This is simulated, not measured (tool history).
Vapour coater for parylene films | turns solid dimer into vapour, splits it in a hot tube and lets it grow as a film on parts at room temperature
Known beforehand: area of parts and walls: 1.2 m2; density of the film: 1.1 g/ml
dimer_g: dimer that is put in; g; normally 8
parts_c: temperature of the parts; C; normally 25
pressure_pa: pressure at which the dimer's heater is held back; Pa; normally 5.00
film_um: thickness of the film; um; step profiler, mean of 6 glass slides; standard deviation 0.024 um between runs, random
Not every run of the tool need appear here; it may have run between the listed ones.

run     day  dimer_g  parts_c  pressure_pa  film_um
  1   0.000        8       25         5.00     2.78
  2   0.458        8       25         5.00     2.74
  3   1.021        8       25        10.51     2.35
  4   1.442        8       25        10.51     2.37
  5   1.929        8       25         5.00     2.78
  6   2.342        8       25         5.00     2.78
  7   2.979        8       25         5.00     2.74
  8   3.671        8       25         2.50     3.18
  9   4.083        8       25         2.50     3.23
 10   4.829        8       25         2.50     3.16
 11   5.421        8       25         2.50     3.18
 12   5.912        7       25         2.50     2.76
 13   6.746        7       25         2.50     2.79
 14   7.088        7       25         2.50     2.76
 15   7.471        7       25         2.50     2.78
 16   8.217        7       25         3.24     2.61
 17   8.921        7       25         3.24     2.65
 18   9.433        7       25         3.24     2.64
 19  10.017        8       25         2.22     3.27
 20  10.738        8       20         5.00     3.20
 21  11.225        6       23         2.61     2.51
 22  12.067        8       33        11.84     1.86
 23  12.679        9       34         2.38     2.80
 24  13.238        6       22         2.87     2.54
 25  13.921        6       22         2.87     2.50
 26  14.625        4       27         3.35     1.36
 27  15.125        4       27         3.35     1.41
 28  15.800        8       21         5.00     3.09
 29  16.162        8       21         5.00     3.07
 30  16.721        5       31         5.81     1.39
 31  17.471        5       25         6.95     1.64
 32  18.129        9       18         3.57     4.04
     18.742  -- trap's valve overhauled
 33  19.042        5       20         4.93     2.00
 34  19.512        5       20         8.71     1.77
 35  19.896        8       30         5.00     2.44
 36  20.442        8       30         5.00     2.40
 37  21.154       12       31         2.93     3.92
 38  21.550        5       32         2.26     1.68
 39  22.392        3       37        10.95     0.60

Alternative continuations, all from the tool just after run 39; predict every row:
  A  23.092        7       37        10.95        ?
  B  23.092        9       19         5.01        ?
  C  23.092        4       37         5.31        ?
  D  23.092        8       25         4.63        ?
  E  23.092       12       37        10.95        ?

run  film_um
  A     1.52
  B     3.66
  C     0.97
  D     2.74
  E     2.55
With the hidden condition removed and each run's random variation left untouched, the same runs would have given:
run  film_um
  A     1.52
  B     3.66
  C     0.97
  D     2.74
  E     2.55

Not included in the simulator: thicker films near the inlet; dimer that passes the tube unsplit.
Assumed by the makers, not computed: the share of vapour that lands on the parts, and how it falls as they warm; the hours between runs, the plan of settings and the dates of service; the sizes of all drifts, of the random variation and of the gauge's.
